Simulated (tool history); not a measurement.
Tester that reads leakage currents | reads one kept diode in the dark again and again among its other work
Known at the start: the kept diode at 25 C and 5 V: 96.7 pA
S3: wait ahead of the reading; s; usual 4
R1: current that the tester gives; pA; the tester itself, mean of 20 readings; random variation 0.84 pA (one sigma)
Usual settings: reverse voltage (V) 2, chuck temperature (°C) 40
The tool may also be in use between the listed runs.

Run 1, day 0: usual settings. Result: R1 281.2 pA.
Run 2, day 2.929: usual settings. Result: R1 280.09 pA.
Run 3, day 5.862: usual settings. Result: R1 280.07 pA.
Run 4, day 8.533: usual settings but reverse voltage (V) 1.67. Result: R1 265.56 pA.
Run 5, day 12.021: usual settings. Result: R1 281 pA.
At day 12.804: chuck's temperature calibrated.
Run 6, day 14.3: usual settings. Result: R1 279.62 pA.
Run 7, day 15.875: usual settings. Result: R1 280.67 pA.
Run 8, day 19.267: usual settings. Result: R1 280.67 pA.
Run 9, day 21.646: usual settings. Result: R1 281.01 pA.
Run 10, day 24.95: usual settings. Result: R1 280.15 pA.
Run 11, day 26.771: usual settings. Result: R1 280.2 pA.
Run 12, day 29.396: usual settings but reverse voltage (V) 1.02, chuck temperature (°C) 43. Result: R1 292.94 pA.
Run 13, day 31.558: usual settings but reverse voltage (V) 13.88, chuck temperature (°C) 37, S3 0.5 s. Result: R1 403.22 pA.
Run 14, day 34.4: usual settings but chuck temperature (°C) 52. Result: R1 755.72 pA.
Run 15, day 36.729: usual settings but chuck temperature (°C) 52. Result: R1 759.02 pA.
Run 16, day 39.167: usual settings but reverse voltage (V) 6.72, chuck temperature (°C) 41. Result: R1 450.78 pA.
Run 17, day 42.462: usual settings but reverse voltage (V) 6.72, chuck temperature (°C) 41, S3 2.18 s. Result: R1 451.58 pA.
Run 18, day 45.621: usual settings but reverse voltage (V) 6.72, chuck temperature (°C) 41, S3 2.18 s. Result: R1 452.85 pA.

Forecast each of these 5 alternatives for the next run:
At day 47.429: probe card cleaned and baked.
Run A, day 48.288: usual settings but chuck temperature (°C) 23. Result: R1 ?.
At day 47.429: probe card cleaned and baked.
Run B, day 48.288: usual settings but reverse voltage (V) 6.72, chuck temperature (°C) 41, S3 4.92 s. Result: R1 ?.
At day 47.429: probe card cleaned and baked.
Run C, day 48.288: usual settings but reverse voltage (V) 1.66, chuck temperature (°C) 26, S3 0.73 s. Result: R1 ?.
At day 47.429: probe card cleaned and baked.
Run D, day 48.288: usual settings but reverse voltage (V) 2.31, S3 9.67 s. Result: R1 ?.
At day 47.429: probe card cleaned and baked.
Run E, day 48.288: usual settings but reverse voltage (V) 17.87, chuck temperature (°C) 30, S3 0.37 s. Result: R1 ?.

run      R1
  A   59.89
  B  451.77
  C   74.71
  D  293.69
  E  235.16
Without the tool's hidden state the same runs would have given:
run      R1
  A   59.79
  B   451.1
  C   74.58
  D  293.25
  E  234.79
